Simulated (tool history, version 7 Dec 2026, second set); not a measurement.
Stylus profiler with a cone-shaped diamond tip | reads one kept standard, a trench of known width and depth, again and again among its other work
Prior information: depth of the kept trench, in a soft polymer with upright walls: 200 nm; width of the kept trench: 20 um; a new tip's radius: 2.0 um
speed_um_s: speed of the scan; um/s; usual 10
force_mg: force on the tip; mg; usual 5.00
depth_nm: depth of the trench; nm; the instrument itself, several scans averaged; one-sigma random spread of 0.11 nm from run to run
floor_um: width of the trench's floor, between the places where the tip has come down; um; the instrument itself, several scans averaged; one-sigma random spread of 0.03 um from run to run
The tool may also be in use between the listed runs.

run 1 hour=0.0 | speed_um_s=10 force_mg=5.00 | depth_nm=206.60 floor_um=17.85
run 2 hour=120.7 | speed_um_s=10 force_mg=5.00 | depth_nm=206.55 floor_um=17.82
run 3 hour=202.6 | speed_um_s=10 force_mg=5.00 | depth_nm=206.56 floor_um=17.82
run 4 hour=279.9 | speed_um_s=10 force_mg=5.00 | depth_nm=206.45 floor_um=17.88
run 5 hour=339.0 | speed_um_s=10 force_mg=5.00 | depth_nm=207.49 floor_um=17.83
run 6 hour=431.3 | speed_um_s=4 force_mg=4.75 | depth_nm=207.28 floor_um=17.83
run 7 hour=552.3 | speed_um_s=6 force_mg=4.44 | depth_nm=207.14 floor_um=17.80
run 8 hour=631.9 | speed_um_s=6 force_mg=4.44 | depth_nm=207.19 floor_um=17.79
run 9 hour=742.3 | speed_um_s=6 force_mg=4.44 | depth_nm=207.11 floor_um=17.77
run 10 hour=796.9 | speed_um_s=33 force_mg=5.28 | depth_nm=207.74 floor_um=17.69

Withheld: 1 entry from between the runs. Position of each, and hidden state at the listed run before versus the listed run after:
After run 4, before run 5: height scale calibrated on a step standard (hour 287.3)
  radius of the tip, um: 2.92 -> 2.94; height scale over the true one, %: 0.648 -> 1.01
  the result without the hidden state subtracted from the measured one, depth_nm: +1.33 -> +2.07 nm; floor_um: -0.38 -> -0.39 um

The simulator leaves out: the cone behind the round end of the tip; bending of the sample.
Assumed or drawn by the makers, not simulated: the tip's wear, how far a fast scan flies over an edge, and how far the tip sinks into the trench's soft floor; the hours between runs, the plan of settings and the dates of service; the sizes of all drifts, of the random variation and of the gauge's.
